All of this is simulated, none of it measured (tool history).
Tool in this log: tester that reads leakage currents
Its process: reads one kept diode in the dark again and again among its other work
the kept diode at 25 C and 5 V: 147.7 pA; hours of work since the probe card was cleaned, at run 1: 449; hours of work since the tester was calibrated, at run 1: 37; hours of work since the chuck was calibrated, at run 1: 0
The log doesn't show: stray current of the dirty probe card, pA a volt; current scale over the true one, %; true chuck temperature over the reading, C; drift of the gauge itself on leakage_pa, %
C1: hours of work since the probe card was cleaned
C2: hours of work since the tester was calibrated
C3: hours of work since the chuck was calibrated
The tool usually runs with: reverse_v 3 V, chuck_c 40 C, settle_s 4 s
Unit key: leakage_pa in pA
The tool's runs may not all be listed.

run 1 hour=0 | reverse_v=3 chuck_c=40 settle_s=4 | C1=449 C2=37 C3=0 | leakage_pa=345.22
run 2 hour=209.5 | reverse_v=3 chuck_c=40 settle_s=4 | C1=572 C2=160 C3=123 | leakage_pa=344.35
run 3 hour=333.7 | reverse_v=3 chuck_c=40 settle_s=4 | C1=645 C2=233 C3=196 | leakage_pa=343.11
run 4 hour=446.3 | reverse_v=3 chuck_c=40 settle_s=4 | C1=711 C2=299 C3=262 | leakage_pa=344.45
run 5 hour=554.6 | reverse_v=3 chuck_c=40 settle_s=7.94 | C1=775 C2=363 C3=326 | leakage_pa=341.59
run 6 hour=774.7 | reverse_v=3 chuck_c=40 settle_s=7.94 | C1=904 C2=492 C3=455 | leakage_pa=341.07
-- hour=796.8 chuck's temperature calibrated
run 7 hour=896.1 | reverse_v=3 chuck_c=40 settle_s=7.94 | C1=975 C2=562 C3=58 | leakage_pa=333.26
run 8 hour=1040.3 | reverse_v=3 chuck_c=40 settle_s=4 | C1=1059 C2=647 C3=143 | leakage_pa=334.11
run 9 hour=1146 | reverse_v=13.39 chuck_c=32 settle_s=0.34 | C1=1121 C2=709 C3=205 | leakage_pa=453.22
run 10 hour=1327.2 | reverse_v=1.59 chuck_c=40 settle_s=0.39 | C1=1228 C2=816 C3=312 | leakage_pa=228.47
-- hour=1513.8 chuck's temperature calibrated, once more
run 11 hour=1559.6 | reverse_v=7.13 chuck_c=35 settle_s=0.64 | C1=1363 C2=951 C3=27 | leakage_pa=406.44
run 12 hour=1699.1 | reverse_v=7.13 chuck_c=35 settle_s=0.64 | C1=1445 C2=1033 C3=109 | leakage_pa=405.83
run 13 hour=1898.2 | reverse_v=7.13 chuck_c=35 settle_s=0.64 | C1=1562 C2=1150 C3=226 | leakage_pa=406.78
run 14 hour=2056.8 | reverse_v=3 chuck_c=34 settle_s=3.36 | C1=1655 C2=1243 C3=319 | leakage_pa=220.94
run 15 hour=2158.2 | reverse_v=4.2 chuck_c=45 settle_s=4 | C1=1715 C2=1303 C3=379 | leakage_pa=602.71
run 16 hour=2387.2 | reverse_v=7.96 chuck_c=56 settle_s=4 | C1=1849 C2=1437 C3=513 | leakage_pa=1859.93

Alternative continuations, all from the tool just after run 16; predict every row:
run A hour=2513.8 | reverse_v=13.67 chuck_c=37 settle_s=1.81 | C1=1924 C2=1512 C3=588 | leakage_pa=?
run B hour=2513.8 | reverse_v=11.39 chuck_c=50 settle_s=6.07 | C1=1924 C2=1512 C3=588 | leakage_pa=?
run C hour=2513.8 | reverse_v=3 chuck_c=24 settle_s=4 | C1=1924 C2=1512 C3=588 | leakage_pa=?
run D hour=2513.8 | reverse_v=2.9 chuck_c=21 settle_s=0.47 | C1=1924 C2=1512 C3=588 | leakage_pa=?

run=A leakage_pa=678.85
run=B leakage_pa=1529.16
run=C leakage_pa=102.36
run=D leakage_pa=80.25
The same runs, with their run-to-run variation unchanged, on a tool lacking any hidden condition would have given:
run=A leakage_pa=681.86
run=B leakage_pa=1566.69
run=C leakage_pa=101.39
run=D leakage_pa=78.52

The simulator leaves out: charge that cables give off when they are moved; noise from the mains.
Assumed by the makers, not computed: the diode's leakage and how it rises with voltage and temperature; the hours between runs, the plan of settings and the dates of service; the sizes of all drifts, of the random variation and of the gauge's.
